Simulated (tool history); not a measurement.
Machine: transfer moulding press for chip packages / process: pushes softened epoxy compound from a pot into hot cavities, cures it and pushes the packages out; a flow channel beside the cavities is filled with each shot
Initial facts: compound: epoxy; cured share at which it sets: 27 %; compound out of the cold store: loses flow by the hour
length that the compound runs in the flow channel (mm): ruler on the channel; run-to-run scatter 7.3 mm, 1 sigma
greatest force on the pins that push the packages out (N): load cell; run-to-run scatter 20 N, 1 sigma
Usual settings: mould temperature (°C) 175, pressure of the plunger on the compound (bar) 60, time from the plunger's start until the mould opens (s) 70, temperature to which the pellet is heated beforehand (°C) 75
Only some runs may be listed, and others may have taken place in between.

run	day	mould temperature (°C)	pressure of the plunger on the compound (bar)	time from the plunger's start until the mould opens (s)	temperature to which the pellet is heated beforehand (°C)	incoming compound's hours out of the cold store	length that the compound runs in the flow channel (mm)	greatest force on the pins that push the packages out (N)
1	0	175	60	70	75	21.9	794	1264
2	0.542	175	60	70	75	22.8	792	1549
3	0.829	175	60	70	75	16.5	817	1631
4	1.408	175	60	70	75	14.6	814	1071
5	1.871	170	60	70	75	38	782	1736
6	2.15	170	60	109	75	22.5	812	688
7	2.808	170	60	109	75	8.5	917	763
8	3.179	170	60	109	75	26.7	861	813
9	3.775	170	60	109	75	21.6	881	586
10	4.242	170	60	109	75	20.9	864	669
11	4.538	170	49.3	109	75	42.5	745	677
12	4.792	171	60	70	75	34.8	839	1950
13	5.096	171	56.8	82	72	40.4	802	1378
14	5.475	177	60	75	73	39.5	791	648
15	5.958	177	60	75	73	16.2	859	900
16	6.504	175	60.1	68	83	47	777	1331
17	7.042	175	57.2	68	69	8.4	846	1880
18	7.533	175	57.2	68	69	28.2	804	1075
19	7.796	175	60	80	75	8.1	860	800
20	8.283	173	60	94	75	47.2	782	672

Not shown: 5 entries that the log had between the listed runs. Between which runs, and how does the tool's hidden state differ before and after?
After run 3, before run 4: cavities cleaned with cleaning compound and waxed (day 1.292)
  true mould temperature over the reading, C: 0.61 -> 0.62; pressure that reaches the compound, % of what is set: 86.07 -> 85.34; grip of the stained cavities, % over clean ones': 66.6 -> 9.4
  the result without the hidden state subtracted from the measured one, length that the compound runs in the flow channel (mm): -66 -> -70; greatest force on the pins that push the packages out (N): +606 -> +45
After run 6, before run 7: plunger's sealing rings changed (day 2.342)
  true mould temperature over the reading, C: 0.64 -> 0.65; pressure that reaches the compound, % of what is set: 84.36 -> 99.22; grip of the stained cavities, % over clean ones': 43.7 -> 61.9
  the result without the hidden state subtracted from the measured one, length that the compound runs in the flow channel (mm): -74 -> -7; greatest force on the pins that push the packages out (N): +194 -> +277
After run 8, before run 9: cavities cleaned with cleaning compound and waxed (day 3.433)
  true mould temperature over the reading, C: 0.66 -> 0.68; pressure that reaches the compound, % of what is set: 98.73 -> 98.06; grip of the stained cavities, % over clean ones': 72.4 -> 21.4
  the result without the hidden state subtracted from the measured one, length that the compound runs in the flow channel (mm): -9 -> -12; greatest force on the pins that push the packages out (N): +326 -> +87
After run 13, before run 14: cavities cleaned with cleaning compound and waxed (day 5.475)
  true mould temperature over the reading, C: 0.71 -> 0.72; pressure that reaches the compound, % of what is set: 96.33 -> 95.92; grip of the stained cavities, % over clean ones': 69.3 -> 1.5
  the result without the hidden state subtracted from the measured one, length that the compound runs in the flow channel (mm): -18 -> -19; greatest force on the pins that push the packages out (N): +515 -> -26
After run 17, before run 18: cavities cleaned with cleaning compound and waxed (day 7.5)
  true mould temperature over the reading, C: 0.76 -> 0.77; pressure that reaches the compound, % of what is set: 93.84 -> 93.24; grip of the stained cavities, % over clean ones': 67.4 -> 3.8
  the result without the hidden state subtracted from the measured one, length that the compound runs in the flow channel (mm): -30 -> -32; greatest force on the pins that push the packages out (N): +694 -> -18
